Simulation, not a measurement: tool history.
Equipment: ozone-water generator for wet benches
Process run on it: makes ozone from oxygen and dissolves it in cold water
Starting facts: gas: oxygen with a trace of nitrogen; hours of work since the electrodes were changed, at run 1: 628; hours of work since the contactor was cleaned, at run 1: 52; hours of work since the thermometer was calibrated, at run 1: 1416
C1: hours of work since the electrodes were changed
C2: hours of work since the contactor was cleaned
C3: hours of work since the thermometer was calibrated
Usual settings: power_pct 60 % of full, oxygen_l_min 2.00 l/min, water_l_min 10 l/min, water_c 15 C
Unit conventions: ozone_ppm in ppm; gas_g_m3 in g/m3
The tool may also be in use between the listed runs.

run 1 hour=0.0 | power_pct=60 oxygen_l_min=2.00 water_l_min=10 water_c=15 | C1=628 C2=52 C3=1416 | ozone_ppm=14.9 gas_g_m3=144.0
run 2 hour=47.1 | power_pct=60 oxygen_l_min=2.00 water_l_min=10 water_c=15 | C1=658 C2=82 C3=1446 | ozone_ppm=14.7 gas_g_m3=143.5
run 3 hour=89.2 | power_pct=76 oxygen_l_min=2.00 water_l_min=10 water_c=15 | C1=685 C2=108 C3=1473 | ozone_ppm=17.9 gas_g_m3=172.7
run 4 hour=163.1 | power_pct=60 oxygen_l_min=2.00 water_l_min=10 water_c=15 | C1=731 C2=155 C3=1519 | ozone_ppm=15.0 gas_g_m3=144.5
run 5 hour=227.3 | power_pct=60 oxygen_l_min=1.18 water_l_min=10 water_c=15 | C1=772 C2=195 C3=1560 | ozone_ppm=12.3 gas_g_m3=173.2
run 6 hour=318.4 | power_pct=60 oxygen_l_min=1.18 water_l_min=10 water_c=15 | C1=830 C2=253 C3=1617 | ozone_ppm=12.5 gas_g_m3=171.4
run 7 hour=356.6 | power_pct=60 oxygen_l_min=1.18 water_l_min=10 water_c=15 | C1=854 C2=277 C3=1641 | ozone_ppm=12.1 gas_g_m3=172.5
run 8 hour=410.5 | power_pct=80 oxygen_l_min=1.18 water_l_min=10 water_c=15 | C1=888 C2=311 C3=1675 | ozone_ppm=15.3 gas_g_m3=212.5
run 9 hour=501.0 | power_pct=80 oxygen_l_min=1.18 water_l_min=10 water_c=15 | C1=945 C2=368 C3=1733 | ozone_ppm=15.1 gas_g_m3=212.4
run 10 hour=550.1 | power_pct=60 oxygen_l_min=2.00 water_l_min=10 water_c=15 | C1=976 C2=399 C3=1764 | ozone_ppm=14.9 gas_g_m3=143.4
run 11 hour=592.1 | power_pct=60 oxygen_l_min=2.00 water_l_min=10 water_c=15 | C1=1002 C2=426 C3=1790 | ozone_ppm=14.8 gas_g_m3=142.1
run 12 hour=668.6 | power_pct=60 oxygen_l_min=2.00 water_l_min=10 water_c=17 | C1=1051 C2=474 C3=1838 | ozone_ppm=14.4 gas_g_m3=145.0
run 13 hour=720.3 | power_pct=60 oxygen_l_min=3.39 water_l_min=10 water_c=17 | C1=1083 C2=507 C3=1871 | ozone_ppm=16.4 gas_g_m3=121.3
-- hour=725.7 water thermometer calibrated
run 14 hour=791.1 | power_pct=60 oxygen_l_min=2.00 water_l_min=10 water_c=15 | C1=1128 C2=551 C3=41 | ozone_ppm=14.9 gas_g_m3=143.9
run 15 hour=852.6 | power_pct=60 oxygen_l_min=2.00 water_l_min=10 water_c=15 | C1=1166 C2=590 C3=80 | ozone_ppm=14.9 gas_g_m3=144.3
run 16 hour=897.2 | power_pct=60 oxygen_l_min=2.00 water_l_min=10 water_c=15 | C1=1195 C2=618 C3=108 | ozone_ppm=14.7 gas_g_m3=142.8
run 17 hour=946.5 | power_pct=60 oxygen_l_min=2.00 water_l_min=10 water_c=15 | C1=1226 C2=649 C3=139 | ozone_ppm=14.8 gas_g_m3=145.1
run 18 hour=985.5 | power_pct=79 oxygen_l_min=2.26 water_l_min=7 water_c=9 | C1=1250 C2=674 C3=164 | ozone_ppm=26.7 gas_g_m3=168.4
run 19 hour=1025.7 | power_pct=57 oxygen_l_min=2.26 water_l_min=6 water_c=9 | C1=1276 C2=699 C3=189 | ozone_ppm=23.6 gas_g_m3=131.4

What does the tool deliver on the next run?
run 20 hour=1065.3 | power_pct=60 oxygen_l_min=3.42 water_l_min=7 water_c=15 | C1=1301 C2=724 C3=214 | ozone_ppm=? gas_g_m3=?

ozone_ppm: 21.3 ppm
gas_g_m3: 120.6 g/m3
If the tool had no hidden condition, the same run with the same run-to-run variation would have returned ozone_ppm 21.9 ppm, gas_g_m3 122.6 g/m3.
